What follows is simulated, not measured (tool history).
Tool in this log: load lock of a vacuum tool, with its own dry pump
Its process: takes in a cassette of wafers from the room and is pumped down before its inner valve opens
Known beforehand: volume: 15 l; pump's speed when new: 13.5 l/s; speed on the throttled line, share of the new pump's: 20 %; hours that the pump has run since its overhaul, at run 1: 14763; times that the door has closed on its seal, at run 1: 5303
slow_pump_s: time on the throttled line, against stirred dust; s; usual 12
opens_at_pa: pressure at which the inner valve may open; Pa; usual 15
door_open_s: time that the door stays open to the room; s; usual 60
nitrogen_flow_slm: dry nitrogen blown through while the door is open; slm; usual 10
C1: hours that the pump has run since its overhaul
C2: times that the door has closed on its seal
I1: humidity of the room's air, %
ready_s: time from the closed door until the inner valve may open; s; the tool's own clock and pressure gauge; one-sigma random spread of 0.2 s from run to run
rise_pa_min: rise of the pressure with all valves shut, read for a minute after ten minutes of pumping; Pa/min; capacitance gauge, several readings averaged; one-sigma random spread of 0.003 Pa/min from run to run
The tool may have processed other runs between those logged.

{"run": 1, "hour": 0.0, "slow_pump_s": 12, "opens_at_pa": 15, "door_open_s": 60, "nitrogen_flow_slm": 10, "C1": 14763, "C2": 5303, "I1": 46.5, "ready_s": 21.0, "rise_pa_min": 0.07}
{"run": 2, "hour": 220.2, "slow_pump_s": 12, "opens_at_pa": 15, "door_open_s": 60, "nitrogen_flow_slm": 10, "C1": 14983, "C2": 5544, "I1": 44.6, "ready_s": 20.7, "rise_pa_min": 0.063}
{"run": 3, "hour": 447.7, "slow_pump_s": 12, "opens_at_pa": 15, "door_open_s": 60, "nitrogen_flow_slm": 10, "C1": 15211, "C2": 5792, "I1": 45.3, "ready_s": 21.2, "rise_pa_min": 0.069}
{"run": 4, "hour": 756.9, "slow_pump_s": 12, "opens_at_pa": 15, "door_open_s": 60, "nitrogen_flow_slm": 10, "C1": 15520, "C2": 6130, "I1": 46.0, "ready_s": 21.6, "rise_pa_min": 0.063}
{"run": 5, "hour": 1036.7, "slow_pump_s": 12, "opens_at_pa": 15, "door_open_s": 60, "nitrogen_flow_slm": 10, "C1": 15800, "C2": 6435, "I1": 41.1, "ready_s": 21.2, "rise_pa_min": 0.066}
{"run": 6, "hour": 1206.7, "slow_pump_s": 12, "opens_at_pa": 27, "door_open_s": 60, "nitrogen_flow_slm": 10, "C1": 15970, "C2": 6621, "I1": 44.4, "ready_s": 20.2, "rise_pa_min": 0.071}
{"run": 7, "hour": 1399.0, "slow_pump_s": 12, "opens_at_pa": 27, "door_open_s": 60, "nitrogen_flow_slm": 10, "C1": 16162, "C2": 6831, "I1": 43.2, "ready_s": 20.1, "rise_pa_min": 0.071}
{"run": 8, "hour": 1739.7, "slow_pump_s": 13, "opens_at_pa": 15, "door_open_s": 60, "nitrogen_flow_slm": 10, "C1": 16503, "C2": 7203, "I1": 45.0, "ready_s": 22.0, "rise_pa_min": 0.073}
{"run": 9, "hour": 2065.5, "slow_pump_s": 13, "opens_at_pa": 15, "door_open_s": 60, "nitrogen_flow_slm": 10, "C1": 16829, "C2": 7559, "I1": 48.6, "ready_s": 21.9, "rise_pa_min": 0.074}
{"run": 10, "hour": 2388.2, "slow_pump_s": 12, "opens_at_pa": 17, "door_open_s": 60, "nitrogen_flow_slm": 10, "C1": 17151, "C2": 7912, "I1": 42.3, "ready_s": 21.0, "rise_pa_min": 0.068}
{"run": 11, "hour": 2630.1, "slow_pump_s": 6, "opens_at_pa": 15, "door_open_s": 60, "nitrogen_flow_slm": 10, "C1": 17393, "C2": 8176, "I1": 45.6, "ready_s": 16.7, "rise_pa_min": 0.075}
{"run": 12, "hour": 2920.3, "slow_pump_s": 12, "opens_at_pa": 15, "door_open_s": 60, "nitrogen_flow_slm": 10, "C1": 17683, "C2": 8493, "I1": 45.5, "ready_s": 21.5, "rise_pa_min": 0.074}
{"run": 13, "hour": 3257.7, "slow_pump_s": 12, "opens_at_pa": 15, "door_open_s": 60, "nitrogen_flow_slm": 10, "C1": 18021, "C2": 8861, "I1": 45.1, "ready_s": 21.6, "rise_pa_min": 0.076}
{"run": 14, "hour": 3491.7, "slow_pump_s": 12, "opens_at_pa": 27, "door_open_s": 72, "nitrogen_flow_slm": 10, "C1": 18255, "C2": 9117, "I1": 48.0, "ready_s": 20.6, "rise_pa_min": 0.08}
{"run": 15, "hour": 3754.8, "slow_pump_s": 13, "opens_at_pa": 20, "door_open_s": 199, "nitrogen_flow_slm": 12, "C1": 18518, "C2": 9404, "I1": 45.1, "ready_s": 22.1, "rise_pa_min": 0.109}
{"run": 16, "hour": 3941.1, "slow_pump_s": 7, "opens_at_pa": 17, "door_open_s": 199, "nitrogen_flow_slm": 12, "C1": 18704, "C2": 9608, "I1": 45.3, "ready_s": 17.6, "rise_pa_min": 0.109}

Run 17 comes next. What will it give?
{"run": 17, "hour": 4087.7, "slow_pump_s": 15, "opens_at_pa": 15, "door_open_s": 60, "nitrogen_flow_slm": 22, "C1": 18851, "C2": 9768, "I1": 45.7, "ready_s": "?", "rise_pa_min": "?"}

{"run 17": {"ready_s": 23.3, "rise_pa_min": 0.066}}
Had the tool carried no hidden state, the very same run would have given ready_s 21.5 s, rise_pa_min 0.031 Pa/min.
